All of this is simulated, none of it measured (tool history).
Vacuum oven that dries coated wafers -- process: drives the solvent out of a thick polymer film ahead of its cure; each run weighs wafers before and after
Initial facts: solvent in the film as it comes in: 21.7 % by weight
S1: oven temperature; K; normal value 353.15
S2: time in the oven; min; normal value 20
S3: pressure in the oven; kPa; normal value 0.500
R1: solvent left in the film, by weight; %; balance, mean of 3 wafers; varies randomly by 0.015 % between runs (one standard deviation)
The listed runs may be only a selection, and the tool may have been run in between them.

run     day      S1  S2     S3     R1
  1   0.000  353.15  20  0.500   0.88
  2   0.333  353.15  21  0.500   0.78
  3   0.633  353.15  20  0.341   0.87
  4   0.988  353.15  20  0.341   0.85
  5   1.362  353.15  20  0.500   0.87
  6   1.825  353.15  20  0.500   0.90
  7   2.162  353.15  20  0.500   0.88
  8   2.608  353.15  20  0.500   0.88
  9   2.967  353.15  20  0.500   0.87
 10   3.346  353.15  20  0.500   0.89
 11   3.850  353.15  20  0.500   0.91
 12   4.338  353.15  20  0.500   0.91
 13   4.621  353.15  20  0.500   0.87
 14   4.908  353.15  20  0.500   0.87
 15   5.171  353.15  20  0.338   0.81
 16   5.475  353.15  20  0.338   0.84
 17   5.967  353.15  20  0.500   0.88
 18   6.479  353.15  20  0.500   0.89
 19   6.825  353.15  20  0.500   0.85
 20   7.112  353.15  20  0.500   0.87
 21   7.496  353.15  20  0.500   0.90
 22   7.846  353.15  20  0.500   0.88
 23   8.175  353.15  20  0.500   0.88
      8.383  -- oven's thermocouples calibrated
 24   8.796  353.15  20  0.500   1.14
 25   9.317  355.15  20  1.207   1.05
 26   9.796  361.15  20  1.207   0.53
 27  10.271  361.15  12  1.207   1.40
 28  10.638  346.15  24  0.492   1.94
 29  11.021  349.15  12  1.963   5.08
 30  11.288  339.15  11  1.963   9.63
 31  11.529  341.15  20  1.114   4.83
 32  11.925  366.15  13  1.114   0.57
 33  12.262  348.15  13  0.962   4.60
 34  12.583  349.15  13  0.719   4.16
 35  12.825  343.15  14  0.333   5.82
 36  13.125  338.15  10  1.977  10.53
 37  13.421  345.15  13  0.500   5.62
 38  13.750  352.15  14  0.646   2.73
 39  14.204  366.15  14  1.611   0.62
 40  14.562  339.15  32  1.611   3.37
 41  15.062  346.15  24  0.647   2.00
 42  15.558  349.15  21  1.088   1.98
 43  15.938  353.15  10  0.669   4.16
 44  16.217  346.15  10  1.408   7.14
 45  16.708  346.15  10  1.408   7.12
 46  17.221  346.15  10  1.408   7.10

Below, some changes in R1 between adjacent runs. For each, the amount present without the hidden state too (settings, incoming material, random variation) and the amount remaining for the hidden state with gauge scatter not shared by both compared results:
Hidden conditions of the tool in this case: true wafer temperature over the reading, C; true pressure over the reading, kPa; drift of the gauge itself on solvent_pct, %.
Run 23 -> 24: oven's thermocouples calibrated. R1 +0.26 %: hidden state +0.25, all else +0.01.
Run 30 -> 31: S1 339.15 -> 341.15, S2 11 -> 20, S3 1.963 -> 1.114. R1 -4.80 %: hidden state +0.00, all else -4.80.
Run 31 -> 32: S1 341.15 -> 366.15, S2 20 -> 13. R1 -4.26 %: hidden state -0.09, all else -4.17.
Run 32 -> 33: S1 366.15 -> 348.15, S3 1.114 -> 0.962. R1 +4.03 %: hidden state +0.07, all else +3.96.
Run 35 -> 36: S1 343.15 -> 338.15, S2 14 -> 10, S3 0.333 -> 1.977. R1 +4.71 %: hidden state +0.00, all else +4.71.
Run 36 -> 37: S1 338.15 -> 345.15, S2 10 -> 13, S3 1.977 -> 0.500. R1 -4.91 %: hidden state +0.00, all else -4.91.
